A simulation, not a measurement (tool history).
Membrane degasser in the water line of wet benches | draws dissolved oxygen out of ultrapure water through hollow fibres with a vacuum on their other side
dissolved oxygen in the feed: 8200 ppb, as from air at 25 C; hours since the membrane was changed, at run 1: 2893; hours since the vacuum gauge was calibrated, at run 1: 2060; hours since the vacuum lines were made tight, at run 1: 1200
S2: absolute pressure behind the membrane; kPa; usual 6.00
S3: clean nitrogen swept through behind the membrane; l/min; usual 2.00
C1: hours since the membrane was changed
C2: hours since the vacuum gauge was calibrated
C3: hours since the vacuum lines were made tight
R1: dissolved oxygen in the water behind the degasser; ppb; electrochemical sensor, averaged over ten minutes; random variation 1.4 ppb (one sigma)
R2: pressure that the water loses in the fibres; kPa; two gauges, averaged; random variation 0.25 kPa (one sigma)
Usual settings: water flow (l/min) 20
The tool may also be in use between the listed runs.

Run 1, hour 0.0: usual settings; C1 2893; C2 2060; C3 1200. Result: R1 146.7 ppb, R2 70.25 kPa.
Run 2, hour 156.1: usual settings; C1 3049; C2 2216; C3 1356. Result: R1 151.1 ppb, R2 70.93 kPa.
Run 3, hour 290.6: usual settings; C1 3184; C2 2350; C3 1491. Result: R1 149.5 ppb, R2 69.98 kPa.
Run 4, hour 450.9: usual settings; C1 3344; C2 2510; C3 1651. Result: R1 151.9 ppb, R2 70.87 kPa.
Run 5, hour 531.5: usual settings; C1 3425; C2 2591; C3 1732. Result: R1 152.0 ppb, R2 70.57 kPa.
Run 6, hour 649.5: usual settings but S3 3.61 l/min; C1 3543; C2 2709; C3 1850. Result: R1 122.2 ppb, R2 70.82 kPa.
Run 7, hour 807.5: usual settings but S3 3.61 l/min; C1 3701; C2 2867; C3 2008. Result: R1 122.0 ppb, R2 71.17 kPa.
Run 8, hour 931.3: usual settings but water flow (l/min) 31, S3 3.61 l/min; C1 3824; C2 2991; C3 2131. Result: R1 323.2 ppb, R2 109.36 kPa.
Run 9, hour 1087.0: usual settings but water flow (l/min) 31, S3 3.61 l/min; C1 3980; C2 3147; C3 2287. Result: R1 325.3 ppb, R2 109.89 kPa.
Run 10, hour 1246.7: usual settings but water flow (l/min) 31, S3 3.61 l/min; C1 4140; C2 3306; C3 2447. Result: R1 329.3 ppb, R2 110.19 kPa.
Run 11, hour 1360.0: usual settings but S3 1.62 l/min; C1 4253; C2 3420; C3 2560. Result: R1 171.6 ppb, R2 71.08 kPa.
Run 12, hour 1528.7: usual settings but S3 1.62 l/min; C1 4422; C2 3588; C3 2729. Result: R1 172.5 ppb, R2 71.59 kPa.
Run 13, hour 1637.8: usual settings but S3 1.62 l/min; C1 4531; C2 3697; C3 2838. Result: R1 172.2 ppb, R2 71.18 kPa.
Run 14, hour 1770.0: usual settings but S2 6.93 kPa; C1 4663; C2 3830; C3 2970. Result: R1 181.1 ppb, R2 71.52 kPa.
Run 15, hour 1878.7: usual settings; C1 4772; C2 3938; C3 3079. Result: R1 158.3 ppb, R2 71.64 kPa.
Run 16, hour 1981.9: usual settings; C1 4875; C2 4041; C3 3182. Result: R1 162.2 ppb, R2 71.67 kPa.
Run 17, hour 2121.0: usual settings; C1 5014; C2 4181; C3 3321. Result: R1 162.5 ppb, R2 71.99 kPa.
Run 18, hour 2274.2: usual settings; C1 5167; C2 4334; C3 3474. Result: R1 163.2 ppb, R2 71.80 kPa.
Run 19, hour 2361.3: usual settings but water flow (l/min) 13, S2 7.35 kPa, S3 1.27 l/min; C1 5254; C2 4421; C3 3561. Result: R1 125.2 ppb, R2 46.64 kPa.
Run 20, hour 2443.0: usual settings but water flow (l/min) 30, S2 11.34 kPa; C1 5336; C2 4503; C3 3643. Result: R1 521.9 ppb, R2 108.63 kPa.
Run 21, hour 2549.9: usual settings but water flow (l/min) 30, S2 11.34 kPa, S3 3.99 l/min; C1 5443; C2 4609; C3 3750. Result: R1 406.4 ppb, R2 108.40 kPa.
Run 22, hour 2688.0: usual settings but water flow (l/min) 24, S2 9.83 kPa, S3 1.25 l/min; C1 5581; C2 4748; C3 3888. Result: R1 431.6 ppb, R2 87.30 kPa.
Run 23, hour 2858.8: usual settings but water flow (l/min) 24, S2 9.83 kPa, S3 1.25 l/min; C1 5752; C2 4918; C3 4059. Result: R1 439.2 ppb, R2 86.99 kPa.
Run 24, hour 2962.6: usual settings but water flow (l/min) 14, S2 12.95 kPa, S3 5.95 l/min; C1 5856; C2 5022; C3 4163. Result: R1 87.6 ppb, R2 50.99 kPa.
Run 25, hour 3053.3: usual settings but S3 2.73 l/min; C1 5946; C2 5113; C3 4253. Result: R1 148.0 ppb, R2 72.75 kPa.
Run 26, hour 3220.3: usual settings but water flow (l/min) 26, S2 8.37 kPa, S3 4.86 l/min; C1 6113; C2 5280; C3 4420. Result: R1 261.1 ppb, R2 95.10 kPa.
Run 27, hour 3373.4: usual settings but water flow (l/min) 13, S3 4.16 l/min; C1 6266; C2 5433; C3 4574. Result: R1 46.7 ppb, R2 47.24 kPa.
Run 28, hour 3447.6: usual settings but water flow (l/min) 13, S3 4.16 l/min; C1 6341; C2 5507; C3 4648. Result: R1 47.5 ppb, R2 47.27 kPa.
Run 29, hour 3549.1: usual settings but water flow (l/min) 15, S2 3.75 kPa; C1 6442; C2 5609; C3 4749. Result: R1 54.8 ppb, R2 55.09 kPa.
Run 30, hour 3703.7: usual settings but water flow (l/min) 21, S2 3.75 kPa; C1 6597; C2 5763; C3 4904. Result: R1 133.7 ppb, R2 76.83 kPa.
Run 31, hour 3783.0: usual settings but water flow (l/min) 14, S3 1.14 l/min; C1 6676; C2 5843; C3 4983. Result: R1 120.3 ppb, R2 51.43 kPa.
Run 32, hour 3912.4: usual settings but water flow (l/min) 30, S3 5.91 l/min; C1 6806; C2 5972; C3 5113. Result: R1 309.7 ppb, R2 109.71 kPa.
Run 33, hour 4065.4: usual settings but water flow (l/min) 30, S2 4.66 kPa, S3 3.18 l/min; C1 6959; C2 6125; C3 5266. Result: R1 318.6 ppb, R2 110.39 kPa.

Forecast each of these 3 alternatives for the next run:
Run A, hour 4194.7: usual settings but water flow (l/min) 28, S2 4.16 kPa, S3 3.83 l/min; C1 7088; C2 6254; C3 5395. Result: R1 ?, R2 ?.
Run B, hour 4194.7: usual settings but S2 4.71 kPa, S3 1.71 l/min; C1 7088; C2 6254; C3 5395. Result: R1 ?, R2 ?.
Run C, hour 4194.7: usual settings but S3 2.50 l/min; C1 7088; C2 6254; C3 5395. Result: R1 ?, R2 ?.

run     R1      R2
  A  266.0  103.06
  B  154.3   73.30
  C  160.8   73.39
Without the tool's hidden state the same runs would have given:
run     R1     R2
  A  204.0  96.06
  B  114.9  68.32
  C  125.2  68.40

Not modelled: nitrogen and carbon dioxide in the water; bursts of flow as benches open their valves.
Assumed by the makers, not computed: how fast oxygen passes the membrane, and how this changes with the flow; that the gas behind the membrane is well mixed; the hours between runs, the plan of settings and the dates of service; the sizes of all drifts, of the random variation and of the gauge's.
